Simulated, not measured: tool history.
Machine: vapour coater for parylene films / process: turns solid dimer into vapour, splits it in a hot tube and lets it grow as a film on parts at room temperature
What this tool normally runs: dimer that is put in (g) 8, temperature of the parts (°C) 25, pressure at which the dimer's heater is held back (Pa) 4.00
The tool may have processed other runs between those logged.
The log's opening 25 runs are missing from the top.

run	hour	dimer that is put in (g)	temperature of the parts (°C)	pressure at which the dimer's heater is held back (Pa)	thickness of the film (nm)
26	368.6	10	37	4.00	4830
27	377.4	8	25	2.29	6470
28	395.7	3	25	2.29	2440
29	411.3	3	25	2.29	2450
30	422.1	12	30	4.04	7590
31	431.2	6	23	2.55	5300
32	442.6	8	35	2.55	4150
33	450.9	8	35	2.55	4120
34	462.5	5	21	4.76	4490
35	470.3	5	21	4.76	4510
36	479.6	3	19	5.23	2940
37	493.6	7	19	5.23	6850
38	504.1	7	19	5.23	6730
39	516.9	7	19	5.23	6770

What does the tool deliver on the next run?
40	527.6	7	19	5.23	?

Logged for run 40: thickness of the film (nm) 6710.
On a tool with no hidden condition, and with the same random variation, this run would have come out at thickness of the film (nm) 7230.

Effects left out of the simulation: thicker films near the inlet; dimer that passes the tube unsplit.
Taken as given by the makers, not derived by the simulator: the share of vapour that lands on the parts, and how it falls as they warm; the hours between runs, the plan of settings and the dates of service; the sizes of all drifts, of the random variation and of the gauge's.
